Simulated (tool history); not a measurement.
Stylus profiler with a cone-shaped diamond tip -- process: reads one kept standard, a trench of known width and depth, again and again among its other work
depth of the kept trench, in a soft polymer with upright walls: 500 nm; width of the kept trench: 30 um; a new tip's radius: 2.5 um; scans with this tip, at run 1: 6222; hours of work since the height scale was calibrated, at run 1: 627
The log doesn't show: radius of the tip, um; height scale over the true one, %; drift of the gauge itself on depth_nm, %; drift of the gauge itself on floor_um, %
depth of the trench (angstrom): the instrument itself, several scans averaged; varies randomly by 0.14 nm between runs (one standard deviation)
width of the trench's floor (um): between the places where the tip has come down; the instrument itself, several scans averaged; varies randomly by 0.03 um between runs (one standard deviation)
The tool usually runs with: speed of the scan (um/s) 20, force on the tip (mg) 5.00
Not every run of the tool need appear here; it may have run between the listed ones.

run	day	speed of the scan (um/s)	force on the tip (mg)	scans with this tip	hours of work since the height scale was calibrated	depth of the trench (angstrom)	width of the trench's floor (um)
1	0.000	20	5.00	6222	627	5049.6	26.18
2	1.604	11	5.00	6388	643	5051.3	26.20
3	3.642	11	5.00	6598	664	5048.5	26.22
4	4.721	25	5.00	6710	676	5048.2	26.09
5	5.788	25	5.00	6820	687	5049.8	26.09
6	6.775	25	5.00	6922	697	5047.4	26.13
7	8.712	25	5.00	7122	717	5048.8	26.05
8	10.292	20	8.27	7285	734	5072.3	26.14
9	11.208	20	4.42	7380	743	5042.6	26.05
10	12.171	20	5.00	7479	753	5049.2	26.10
11	13.538	20	5.00	7621	767	5049.7	26.04
12	15.317	20	5.00	7804	786	5047.5	26.06
13	17.021	20	2.80	7980	804	5026.8	26.00
14	18.271	20	2.80	8109	817	5027.3	26.00
15	19.600	20	2.80	8247	830	5022.9	25.97
16	21.783	20	5.00	8472	853	5046.1	25.98
17	23.925	20	5.00	8693	875	5046.0	26.02
18	25.646	20	2.62	8871	893	5022.9	25.89
19	26.792	20	2.62	8989	905	5023.3	25.87
20	28.633	24	2.53	9180	924	5024.6	25.83
21	29.654	7	11.23	9285	935	5084.9	25.93
22	30.962	14	5.00	9420	949	5043.6	25.93
23	31.900	20	3.95	9517	958	5033.3	25.90
24	32.904	24	13.92	9621	969	5102.7	25.92
25	34.188	12	10.43	9753	982	5082.3	25.93
26	35.958	12	10.43	9936	1001	5081.9	25.93
27	37.258	20	2.74	10070	1014	5022.7	25.78
28	39.438	20	2.74	10296	1037	5021.7	25.78
29	40.500	44	8.06	10405	1048	5062.6	25.73
30	41.417	41	2.79	10500	1057	5022.2	25.63
31	42.567	41	2.79	10618	1069	5022.1	25.61
32	43.783	8	2.74	10744	1082	5021.0	25.82
33	44.738	8	2.74	10843	1092	5018.9	25.73
34	46.129	17	2.74	10987	1106	5020.9	25.72

What if the next run were any one of these 5? Each begins from the tool's condition after run 34:
A	48.279	30	5.00	11209	1129	?	?
B	48.279	48	11.23	11209	1129	?	?
C	48.279	5	2.23	11209	1129	?	?
D	48.279	20	2.74	11209	1129	?	?
E	48.279	17	5.54	11209	1129	?	?

run	depth of the trench (angstrom)	width of the trench's floor (um)
A	5038.0	25.64
B	5084.1	25.67
C	5014.6	25.87
D	5017.3	25.67
E	5043.2	25.76
Without the tool's unlogged condition, the same runs would have read:
run	depth of the trench (angstrom)	width of the trench's floor (um)
A	5058.3	26.83
B	5104.6	26.86
C	5034.8	27.06
D	5037.6	26.86
E	5063.6	26.95
